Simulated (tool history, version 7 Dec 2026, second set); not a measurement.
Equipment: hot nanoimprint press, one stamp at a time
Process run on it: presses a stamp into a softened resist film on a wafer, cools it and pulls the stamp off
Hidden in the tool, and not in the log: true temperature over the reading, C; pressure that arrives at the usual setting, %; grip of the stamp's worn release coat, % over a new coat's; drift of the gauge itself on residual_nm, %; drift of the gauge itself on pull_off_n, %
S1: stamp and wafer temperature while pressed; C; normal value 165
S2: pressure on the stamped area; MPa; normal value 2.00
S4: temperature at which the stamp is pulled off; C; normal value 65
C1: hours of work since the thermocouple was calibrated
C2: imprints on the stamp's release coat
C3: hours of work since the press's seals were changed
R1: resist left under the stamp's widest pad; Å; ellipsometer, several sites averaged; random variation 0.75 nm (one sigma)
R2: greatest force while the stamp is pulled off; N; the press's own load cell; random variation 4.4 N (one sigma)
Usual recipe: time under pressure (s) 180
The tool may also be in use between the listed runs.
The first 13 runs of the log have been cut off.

run 14 day=28.912 | S1=165 S2=1.74 time_under_pressure_(s)=180 S4=65 | C1=171 C2=779 C3=783 | R1=1429 R2=289
run 15 day=31.133 | S1=165 S2=1.74 time_under_pressure_(s)=180 S4=65 | C1=193 C2=946 C3=805 | R1=1429 R2=305
-- day=32.192 press's hydraulic seals changed and the load cell set to zero
run 16 day=32.967 | S1=163 S2=2.09 time_under_pressure_(s)=180 S4=65 | C1=207 C2=1058 C3=8 | R1=1359 R2=321
run 17 day=34.392 | S1=163 S2=2.09 time_under_pressure_(s)=180 S4=59 | C1=221 C2=1165 C3=21 | R1=1366 R2=373
run 18 day=37.067 | S1=163 S2=3.00 time_under_pressure_(s)=203 S4=59 | C1=247 C2=1365 C3=47 | R1=1108 R2=404
run 19 day=38.992 | S1=163 S2=3.00 time_under_pressure_(s)=203 S4=59 | C1=266 C2=1510 C3=66 | R1=1099 R2=415
-- day=39.579 stamp cleaned and given a new release coat
run 20 day=41.283 | S1=166 S2=2.51 time_under_pressure_(s)=220 S4=65 | C1=285 C2=127 C3=86 | R1=1060 R2=223
run 21 day=44.092 | S1=176 S2=2.92 time_under_pressure_(s)=309 S4=65 | C1=313 C2=338 C3=113 | R1=593 R2=247
run 22 day=46.429 | S1=176 S2=2.92 time_under_pressure_(s)=309 S4=65 | C1=335 C2=513 C3=136 | R1=605 R2=278
run 23 day=48.575 | S1=168 S2=1.69 time_under_pressure_(s)=180 S4=65 | C1=356 C2=673 C3=157 | R1=1310 R2=281
-- day=48.908 plate thermocouple calibrated
run 24 day=50.846 | S1=160 S2=1.73 time_under_pressure_(s)=273 S4=62 | C1=19 C2=834 C3=177 | R1=1363 R2=307
run 25 day=52.567 | S1=160 S2=1.73 time_under_pressure_(s)=328 S4=65 | C1=36 C2=963 C3=194 | R1=1273 R2=302
run 26 day=55.600 | S1=165 S2=2.00 time_under_pressure_(s)=122 S4=65 | C1=65 C2=1190 C3=224 | R1=1514 R2=331
run 27 day=58.146 | S1=165 S2=1.29 time_under_pressure_(s)=231 S4=68 | C1=90 C2=1381 C3=248 | R1=1433 R2=332
run 28 day=59.942 | S1=172 S2=1.85 time_under_pressure_(s)=238 S4=68 | C1=107 C2=1516 C3=266 | R1=955 R2=343
-- day=60.425 stamp cleaned and given a new release coat
run 29 day=62.708 | S1=172 S2=1.85 time_under_pressure_(s)=238 S4=68 | C1=132 C2=171 C3=290 | R1=953 R2=212
run 30 day=66.012 | S1=175 S2=2.00 time_under_pressure_(s)=180 S4=65 | C1=164 C2=419 C3=322 | R1=956 R2=245

Each row is a separate what-if for the run after 30, all from the same tool condition, not one after another. Results?
run A day=68.308 | S1=175 S2=1.40 time_under_pressure_(s)=266 S4=65 | C1=186 C2=591 C3=345 | R1=? R2=?
run B day=68.308 | S1=175 S2=1.90 time_under_pressure_(s)=180 S4=65 | C1=186 C2=591 C3=345 | R1=? R2=?
run C day=68.308 | S1=175 S2=1.25 time_under_pressure_(s)=180 S4=65 | C1=186 C2=591 C3=345 | R1=? R2=?
run D day=68.308 | S1=161 S2=1.64 time_under_pressure_(s)=180 S4=71 | C1=186 C2=591 C3=345 | R1=? R2=?

run=A R1=947 R2=267
run=B R1=963 R2=277
run=C R1=1171 R2=266
run=D R1=1635 R2=227
Take away the tool's hidden state, keep each run's random variation, and the runs would have read:
run=A R1=931 R2=211
run=B R1=943 R2=218
run=C R1=1153 R2=209
run=D R1=1607 R2=178
